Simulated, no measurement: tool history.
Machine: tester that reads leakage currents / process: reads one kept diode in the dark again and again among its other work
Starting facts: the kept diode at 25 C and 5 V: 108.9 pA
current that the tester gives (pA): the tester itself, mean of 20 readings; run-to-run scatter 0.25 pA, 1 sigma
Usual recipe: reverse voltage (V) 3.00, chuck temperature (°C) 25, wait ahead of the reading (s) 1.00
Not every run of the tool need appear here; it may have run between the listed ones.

run    hour  reverse voltage (V)  chuck temperature (°C)  wait ahead of the reading (s)  current that the tester gives (pA)
  1     0.0                 3.00                      25                           1.00                               91.41
  2   216.2                 3.00                      25                           1.00                               92.42
  3   364.2                 3.00                      25                           1.00                               93.15
      378.4  -- chuck's temperature calibrated
  4   466.7                 3.00                      25                           1.00                               99.78
      515.4  -- probe card cleaned and baked
  5   662.6                 3.00                      52                           1.00                              592.38
  6   863.1                 3.00                      52                           1.00                              598.77
  7  1056.1                 3.00                      55                           2.69                              719.93
  8  1231.9                 3.00                      22                           6.37                               82.46
  9  1321.5                 3.00                      22                           6.37                               82.06
 10  1498.7                 3.00                      56                           6.37                              774.82

What if the next run were any one of these 3? Each begins from the tool's condition after run 10:
     1566.8  -- chuck's temperature calibrated, once more
  A  1657.3                 9.11                      21                           1.00                                   ?
     1566.8  -- chuck's temperature calibrated, once more
  B  1657.3                 3.00                      37                           6.37                                   ?
     1566.8  -- chuck's temperature calibrated, once more
  C  1657.3                 1.15                      21                           6.30                                   ?

run  current that the tester gives (pA)
  A                              115.62
  B                              193.06
  C                               36.40
What these runs would have given with no unlogged condition in the tool:
run  current that the tester gives (pA)
  A                              113.91
  B                              191.24
  C                               35.96

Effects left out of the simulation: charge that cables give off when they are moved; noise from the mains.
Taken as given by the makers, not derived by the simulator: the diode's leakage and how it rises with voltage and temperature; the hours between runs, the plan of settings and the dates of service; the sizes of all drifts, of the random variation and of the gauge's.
